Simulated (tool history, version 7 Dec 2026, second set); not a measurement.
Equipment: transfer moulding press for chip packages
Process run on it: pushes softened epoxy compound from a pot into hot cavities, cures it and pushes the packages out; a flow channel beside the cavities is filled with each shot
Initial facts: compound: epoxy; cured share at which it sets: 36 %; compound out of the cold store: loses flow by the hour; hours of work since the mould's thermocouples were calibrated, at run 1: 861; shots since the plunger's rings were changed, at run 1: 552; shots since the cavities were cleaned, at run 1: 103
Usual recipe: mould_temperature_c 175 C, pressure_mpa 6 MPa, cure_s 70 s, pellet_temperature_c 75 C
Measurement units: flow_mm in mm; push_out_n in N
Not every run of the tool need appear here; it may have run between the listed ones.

run   hour  mould_temperature_c  pressure_mpa  cure_s  pellet_temperature_c  hours of work since the mould's thermocouples were calibrated  shots since the plunger's rings were changed  shots since the cavities were cleaned  incoming compound's hours out of the cold store  flow_mm  push_out_n
  1      0                  175             6      70                    75                                                            861                                           552                                    103                                             43.9      614         384
      24.6  -- cavities cleaned with cleaning compound and waxed
  2   37.2                  175             6      70                    75                                                            885                                          1110                                    197                                             24.4      679         438
      48.3  -- mould's thermocouples calibrated
      57.7  -- cavities cleaned with cleaning compound and waxed
  3     66                  175             6      70                    75                                                             11                                          1505                                    130                                             25.8      676         474
      90.7  -- cavities cleaned with cleaning compound and waxed
  4     98                  175             6      70                    79                                                             31                                          1983                                    114                                             23.1      683         452
       123  -- cavities cleaned with cleaning compound and waxed
  5    123                  175             6      70                    79                                                             47                                          2351                                      0                                               38      618         363
  6    150                  175             6      70                    79                                                             65                                          2772                                    421                                             39.2      606         534
     154.8  -- cavities cleaned with cleaning compound and waxed
  7  182.7                  175             6      70                    79                                                             86                                          3261                                    436                                               35      626         573
     187.1  -- cavities cleaned with cleaning compound and waxed
     219.1  -- cavities cleaned with cleaning compound and waxed
  8  230.1                  175             6      70                    79                                                            116                                          3956                                    173                                             15.4      688         487
     251.3  -- cavities cleaned with cleaning compound and waxed
     268.5  -- plunger's sealing rings changed
  9  277.4                  172             6      70                    79                                                            145                                           140                                    369                                             44.2      620         628
     284.5  -- cavities cleaned with cleaning compound and waxed
 10  312.7                  172             6      70                    79                                                            168                                           667                                    441                                             23.5      690         703
     317.2  -- cavities cleaned with cleaning compound and waxed
 11  339.8                  172             6      70                    79                                                            185                                          1068                                    353                                              8.9      757         719
     348.4  -- cavities cleaned with cleaning compound and waxed
     379.9  -- cavities cleaned with cleaning compound and waxed
 12  387.7                  175             6      70                    75                                                            215                                          1771                                    123                                             37.1      628         425
     412.9  -- cavities cleaned with cleaning compound and waxed
 13    437                  175             6      70                    75                                                            247                                          2518                                    376                                             26.3      669         551
     444.7  -- cavities cleaned with cleaning compound and waxed
 14  460.9                  169             6     108                    66                                                            262                                          2869                                    254                                             31.7      648         319
     477.2  -- cavities cleaned with cleaning compound and waxed
     508.1  -- cavities cleaned with cleaning compound and waxed
 15  510.3                  169          5.11      50                    68                                                            293                                          3595                                     35                                             15.4      649        1246
     541.3  -- cavities cleaned with cleaning compound and waxed
 16  546.7                  179          6.52      76                    69                                                            316                                          4141                                     86                                              8.6      741         300
     569.7  -- plunger's sealing rings changed
     574.7  -- cavities cleaned with cleaning compound and waxed
 17    579                  179          6.52      76                    69                                                            335                                           122                                     68                                             17.9      742         303
     606.1  -- cavities cleaned with cleaning compound and waxed
 18  606.1                  182             6      93                    75                                                            353                                           523                                      0                                             21.9      687         222
     637.5  -- cavities cleaned with cleaning compound and waxed
 19  651.5                  182             6      93                    75                                                            382                                          1209                                    218                                              9.6      730         289
     669.7  -- cavities cleaned with cleaning compound and waxed
 20  696.9                  182             6      93                    75                                                            411                                          1896                                    426                                             36.1      618         331
     701.2  -- cavities cleaned with cleaning compound and waxed
     733.9  -- cavities cleaned with cleaning compound and waxed
 21  747.7                  175             6      70                    79                                                            443                                          2643                                    215                                             36.6      628         468
       766  -- cavities cleaned with cleaning compound and waxed
 22  785.1                  178             6      70                    71                                                            468                                          3205                                    298                                             23.4      662         416
     797.7  -- cavities cleaned with cleaning compound and waxed
       828  -- cavities cleaned with cleaning compound and waxed
 23  836.7                  177          6.17      77                    71                                                            500                                          3966                                    137                                             46.4      582         326
     859.2  -- cavities cleaned with cleaning compound and waxed
     872.8  -- plunger's sealing rings changed
 24    879                  177          6.17      77                    71                                                            526                                            96                                    271                                             32.6      665         361
     893.1  -- cavities cleaned with cleaning compound and waxed
       925  -- cavities cleaned with cleaning compound and waxed
 25    925                  177          6.18      77                    77                                                            555                                           770                                      0                                             15.4      731         273

Selected run-to-run steps in flow_mm, each split into two signed amounts: the part the tool would show with no hidden state at all (from settings, incoming material and random variation), and the remainder, which goes to the hidden state together with any gauge scatter not common to the measured and the hidden-state-free results:
Hidden state at play: true mould temperature over the reading, C; pressure that reaches the compound, % of what is set; grip of the stained cavities, % over clean ones'; drift of the gauge itself on flow_mm, %; drift of the gauge itself on push_out_n, %.
Run 8 -> 9: mould_temperature_c 175 -> 172, cavities cleaned with cleaning compound and waxed, plunger's sealing rings changed. flow_mm -68 mm: hidden state +38, all else -106.
Run 11 -> 12: mould_temperature_c 172 -> 175, pellet_temperature_c 79 -> 75, cavities cleaned with cleaning compound and waxed, cavities cleaned with cleaning compound and waxed. flow_mm -129 mm: hidden state -4, all else -125.
Run 16 -> 17: plunger's sealing rings changed, cavities cleaned with cleaning compound and waxed. flow_mm +1 mm: hidden state +47, all else -46.
Run 19 -> 20: cavities cleaned with cleaning compound and waxed. flow_mm -112 mm: hidden state -4, all else -108.

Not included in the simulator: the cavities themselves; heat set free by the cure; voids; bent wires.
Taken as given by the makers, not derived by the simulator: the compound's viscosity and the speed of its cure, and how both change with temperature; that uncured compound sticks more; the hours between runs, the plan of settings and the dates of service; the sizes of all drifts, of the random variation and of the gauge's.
